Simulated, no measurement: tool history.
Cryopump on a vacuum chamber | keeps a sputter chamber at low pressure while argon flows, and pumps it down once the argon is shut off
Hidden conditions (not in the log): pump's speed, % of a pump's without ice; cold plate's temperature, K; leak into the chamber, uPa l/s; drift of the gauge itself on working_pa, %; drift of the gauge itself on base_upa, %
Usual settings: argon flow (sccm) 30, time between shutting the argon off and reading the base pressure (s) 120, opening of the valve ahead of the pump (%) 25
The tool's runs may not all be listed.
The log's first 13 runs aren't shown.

run	hour	argon flow (sccm)	time between shutting the argon off and reading the base pressure (s)	opening of the valve ahead of the pump (%)	hours of work since the pump was warmed up and emptied	hours of work since the cold head was overhauled	hours of work since the chamber's fittings were tightened	pressure while argon flows (Pa)	pressure after the wait (uPa)
14	196.5	30	120	25	227	227	133	0.1271	0.64
15	211.1	30	120	25	240	240	146	0.1268	0.64
16	221.3	30	230	25	249	249	155	0.1261	0.46
17	241.0	30	230	25	266	266	172	0.1273	0.46
18	255.9	30	230	25	279	279	185	0.1265	0.48
19	265.1	30	51	25	288	288	193	0.1269	1.17
20	285.0	30	51	25	305	305	211	0.1275	1.17
21	295.8	30	51	25	315	315	220	0.1259	1.18
22	305.4	30	51	25	323	323	229	0.1286	1.18
23	319.6	30	51	25	336	336	241	0.1268	1.18
24	333.1	30	51	25	347	347	253	0.1268	1.14
25	341.3	13	97	17	355	355	261	0.0811	0.77
26	358.9	13	97	17	370	370	276	0.0808	0.79
27	368.9	12	100	18	379	379	285	0.0705	0.76
28	384.5	49	120	46	393	393	299	0.1165	0.71
29	395.7	49	120	46	403	403	309	0.1170	0.70
30	408.1	49	120	46	414	414	319	0.1175	0.69
31	423.7	20	37	46	428	428	333	0.0481	1.58
32	441.7	58	108	41	443	443	349	0.1549	0.74
33	459.3	58	108	41	459	459	365	0.1546	0.73

Alternative continuations, all from the tool just after run 33; predict every row:
A	469.4	58	55	41	468	468	373	?	?
B	469.4	24	67	31	468	468	373	?	?
C	469.4	30	120	25	468	468	373	?	?
D	469.4	15	108	23	468	468	373	?	?

run	pressure while argon flows (Pa)	pressure after the wait (uPa)
A	0.1559	1.16
B	0.0838	1.00
C	0.1293	0.72
D	0.0692	0.75
Stripped of hidden state, with their random variation kept, the same runs would have yielded:
run	pressure while argon flows (Pa)	pressure after the wait (uPa)
A	0.1460	1.00
B	0.0797	0.83
C	0.1242	0.56
D	0.0666	0.59

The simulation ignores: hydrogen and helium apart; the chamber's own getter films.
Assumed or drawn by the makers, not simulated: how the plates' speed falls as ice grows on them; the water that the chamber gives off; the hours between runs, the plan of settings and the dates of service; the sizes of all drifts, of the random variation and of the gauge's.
